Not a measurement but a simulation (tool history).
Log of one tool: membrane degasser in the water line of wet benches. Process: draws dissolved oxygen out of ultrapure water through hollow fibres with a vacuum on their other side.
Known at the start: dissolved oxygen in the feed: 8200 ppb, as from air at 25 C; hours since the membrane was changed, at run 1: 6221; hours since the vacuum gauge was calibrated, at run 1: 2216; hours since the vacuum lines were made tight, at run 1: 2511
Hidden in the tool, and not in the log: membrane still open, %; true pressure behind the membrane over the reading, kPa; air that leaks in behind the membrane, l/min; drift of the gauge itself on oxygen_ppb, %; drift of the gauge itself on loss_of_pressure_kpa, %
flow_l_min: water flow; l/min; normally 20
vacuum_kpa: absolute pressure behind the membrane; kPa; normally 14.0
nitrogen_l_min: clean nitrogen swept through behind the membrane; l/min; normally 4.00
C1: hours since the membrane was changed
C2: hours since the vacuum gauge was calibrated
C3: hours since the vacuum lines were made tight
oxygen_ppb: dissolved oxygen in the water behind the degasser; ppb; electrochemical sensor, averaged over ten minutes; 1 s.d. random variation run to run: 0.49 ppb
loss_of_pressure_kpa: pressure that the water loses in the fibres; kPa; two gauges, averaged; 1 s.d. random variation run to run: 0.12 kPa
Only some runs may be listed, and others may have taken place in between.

{"run": 1, "day": 0.0, "flow_l_min": 20, "vacuum_kpa": 14.0, "nitrogen_l_min": 4.0, "C1": 6221, "C2": 2216, "C3": 2511, "oxygen_ppb": 146.2, "loss_of_pressure_kpa": 40.84}
{"run": 2, "day": 5.342, "flow_l_min": 20, "vacuum_kpa": 14.0, "nitrogen_l_min": 6.11, "C1": 6350, "C2": 2344, "C3": 2639, "oxygen_ppb": 102.5, "loss_of_pressure_kpa": 40.7}
{"run": 3, "day": 9.862, "flow_l_min": 20, "vacuum_kpa": 14.0, "nitrogen_l_min": 3.74, "C1": 6458, "C2": 2453, "C3": 2748, "oxygen_ppb": 156.1, "loss_of_pressure_kpa": 40.64}
{"run": 4, "day": 16.096, "flow_l_min": 20, "vacuum_kpa": 14.0, "nitrogen_l_min": 3.74, "C1": 6608, "C2": 2602, "C3": 2898, "oxygen_ppb": 155.9, "loss_of_pressure_kpa": 40.79}
{"run": 5, "day": 20.279, "flow_l_min": 20, "vacuum_kpa": 14.0, "nitrogen_l_min": 3.74, "C1": 6708, "C2": 2703, "C3": 2998, "oxygen_ppb": 155.6, "loss_of_pressure_kpa": 40.65}
{"run": 6, "day": 25.096, "flow_l_min": 20, "vacuum_kpa": 14.0, "nitrogen_l_min": 4.0, "C1": 6824, "C2": 2818, "C3": 3114, "oxygen_ppb": 147.5, "loss_of_pressure_kpa": 40.83}
{"run": 7, "day": 28.571, "flow_l_min": 20, "vacuum_kpa": 14.0, "nitrogen_l_min": 7.89, "C1": 6907, "C2": 2902, "C3": 3197, "oxygen_ppb": 83.6, "loss_of_pressure_kpa": 40.79}
{"run": 8, "day": 35.317, "flow_l_min": 20, "vacuum_kpa": 14.0, "nitrogen_l_min": 7.89, "C1": 7069, "C2": 3064, "C3": 3359, "oxygen_ppb": 83.8, "loss_of_pressure_kpa": 40.94}
{"day": 41.825, "done": "vacuum gauge calibrated"}
{"run": 9, "day": 41.825, "flow_l_min": 20, "vacuum_kpa": 14.0, "nitrogen_l_min": 7.89, "C1": 7225, "C2": 0, "C3": 3515, "oxygen_ppb": 81.8, "loss_of_pressure_kpa": 40.95}
{"run": 10, "day": 47.904, "flow_l_min": 21, "vacuum_kpa": 14.0, "nitrogen_l_min": 4.0, "C1": 7371, "C2": 146, "C3": 3661, "oxygen_ppb": 155.5, "loss_of_pressure_kpa": 43.01}
{"run": 11, "day": 52.171, "flow_l_min": 20, "vacuum_kpa": 14.0, "nitrogen_l_min": 4.0, "C1": 7473, "C2": 248, "C3": 3763, "oxygen_ppb": 145.4, "loss_of_pressure_kpa": 41.1}
{"run": 12, "day": 59.254, "flow_l_min": 20, "vacuum_kpa": 14.0, "nitrogen_l_min": 4.0, "C1": 7643, "C2": 418, "C3": 3933, "oxygen_ppb": 145.8, "loss_of_pressure_kpa": 41.0}
{"run": 13, "day": 65.938, "flow_l_min": 20, "vacuum_kpa": 14.0, "nitrogen_l_min": 4.0, "C1": 7803, "C2": 579, "C3": 4093, "oxygen_ppb": 145.6, "loss_of_pressure_kpa": 40.91}
{"run": 14, "day": 71.246, "flow_l_min": 19, "vacuum_kpa": 14.0, "nitrogen_l_min": 4.0, "C1": 7931, "C2": 706, "C3": 4221, "oxygen_ppb": 135.5, "loss_of_pressure_kpa": 38.88}
{"run": 15, "day": 77.871, "flow_l_min": 19, "vacuum_kpa": 14.0, "nitrogen_l_min": 4.0, "C1": 8090, "C2": 865, "C3": 4380, "oxygen_ppb": 136.8, "loss_of_pressure_kpa": 39.0}
{"run": 16, "day": 83.933, "flow_l_min": 13, "vacuum_kpa": 14.2, "nitrogen_l_min": 10.5, "C1": 8235, "C2": 1011, "C3": 4525, "oxygen_ppb": 35.8, "loss_of_pressure_kpa": 26.59}
{"run": 17, "day": 90.604, "flow_l_min": 13, "vacuum_kpa": 14.2, "nitrogen_l_min": 10.5, "C1": 8395, "C2": 1171, "C3": 4685, "oxygen_ppb": 35.9, "loss_of_pressure_kpa": 26.6}
{"run": 18, "day": 95.175, "flow_l_min": 18, "vacuum_kpa": 27.0, "nitrogen_l_min": 7.89, "C1": 8505, "C2": 1280, "C3": 4795, "oxygen_ppb": 142.3, "loss_of_pressure_kpa": 37.23}
{"run": 19, "day": 99.775, "flow_l_min": 14, "vacuum_kpa": 14.0, "nitrogen_l_min": 4.0, "C1": 8615, "C2": 1391, "C3": 4905, "oxygen_ppb": 95.3, "loss_of_pressure_kpa": 28.9}
{"run": 20, "day": 103.271, "flow_l_min": 20, "vacuum_kpa": 25.6, "nitrogen_l_min": 8.01, "C1": 8699, "C2": 1475, "C3": 4989, "oxygen_ppb": 153.3, "loss_of_pressure_kpa": 41.19}
{"run": 21, "day": 106.871, "flow_l_min": 22, "vacuum_kpa": 20.2, "nitrogen_l_min": 11.39, "C1": 8786, "C2": 1561, "C3": 5076, "oxygen_ppb": 108.0, "loss_of_pressure_kpa": 45.1}
{"run": 22, "day": 112.058, "flow_l_min": 31, "vacuum_kpa": 20.9, "nitrogen_l_min": 3.13, "C1": 8910, "C2": 1686, "C3": 5200, "oxygen_ppb": 510.2, "loss_of_pressure_kpa": 63.58}
{"run": 23, "day": 119.55, "flow_l_min": 22, "vacuum_kpa": 8.9, "nitrogen_l_min": 5.58, "C1": 9090, "C2": 1865, "C3": 5380, "oxygen_ppb": 82.6, "loss_of_pressure_kpa": 45.43}
{"day": 120.95, "done": "seals of the vacuum lines changed"}
{"run": 24, "day": 125.354, "flow_l_min": 20, "vacuum_kpa": 14.0, "nitrogen_l_min": 4.79, "C1": 9227, "C2": 2003, "C3": 106, "oxygen_ppb": 126.9, "loss_of_pressure_kpa": 41.12}
{"run": 25, "day": 131.725, "flow_l_min": 20, "vacuum_kpa": 14.0, "nitrogen_l_min": 4.79, "C1": 9380, "C2": 2156, "C3": 259, "oxygen_ppb": 126.4, "loss_of_pressure_kpa": 41.12}
{"run": 26, "day": 136.304, "flow_l_min": 25, "vacuum_kpa": 14.0, "nitrogen_l_min": 4.79, "C1": 9490, "C2": 2266, "C3": 368, "oxygen_ppb": 184.3, "loss_of_pressure_kpa": 51.81}

Below are 5 alternative next runs, each starting from the tool's condition after run 26. Predict each:
{"run": "A", "day": 140.379, "flow_l_min": 24, "vacuum_kpa": 23.4, "nitrogen_l_min": 1.93, "C1": 9588, "C2": 2363, "C3": 466, "oxygen_ppb": "?", "loss_of_pressure_kpa": "?"}
{"run": "B", "day": 140.379, "flow_l_min": 20, "vacuum_kpa": 13.6, "nitrogen_l_min": 4.0, "C1": 9588, "C2": 2363, "C3": 466, "oxygen_ppb": "?", "loss_of_pressure_kpa": "?"}
{"run": "C", "day": 140.379, "flow_l_min": 18, "vacuum_kpa": 12.0, "nitrogen_l_min": 4.0, "C1": 9588, "C2": 2363, "C3": 466, "oxygen_ppb": "?", "loss_of_pressure_kpa": "?"}
{"run": "D", "day": 140.379, "flow_l_min": 20, "vacuum_kpa": 8.9, "nitrogen_l_min": 2.61, "C1": 9588, "C2": 2363, "C3": 466, "oxygen_ppb": "?", "loss_of_pressure_kpa": "?"}
{"run": "E", "day": 140.379, "flow_l_min": 14, "vacuum_kpa": 12.7, "nitrogen_l_min": 2.91, "C1": 9588, "C2": 2363, "C3": 466, "oxygen_ppb": "?", "loss_of_pressure_kpa": "?"}

run=A oxygen_ppb=596.8 loss_of_pressure_kpa=49.51
run=B oxygen_ppb=143.1 loss_of_pressure_kpa=41.32
run=C oxygen_ppb=106.2 loss_of_pressure_kpa=37.18
run=D oxygen_ppb=123.4 loss_of_pressure_kpa=41.15
run=E oxygen_ppb=114.6 loss_of_pressure_kpa=28.76
Stripped of hidden state, with their random variation kept, the same runs would have yielded:
run=A oxygen_ppb=583.9 loss_of_pressure_kpa=47.56
run=B oxygen_ppb=137.0 loss_of_pressure_kpa=39.71
run=C oxygen_ppb=101.7 loss_of_pressure_kpa=35.71
run=D oxygen_ppb=115.9 loss_of_pressure_kpa=39.53
run=E oxygen_ppb=111.4 loss_of_pressure_kpa=27.63

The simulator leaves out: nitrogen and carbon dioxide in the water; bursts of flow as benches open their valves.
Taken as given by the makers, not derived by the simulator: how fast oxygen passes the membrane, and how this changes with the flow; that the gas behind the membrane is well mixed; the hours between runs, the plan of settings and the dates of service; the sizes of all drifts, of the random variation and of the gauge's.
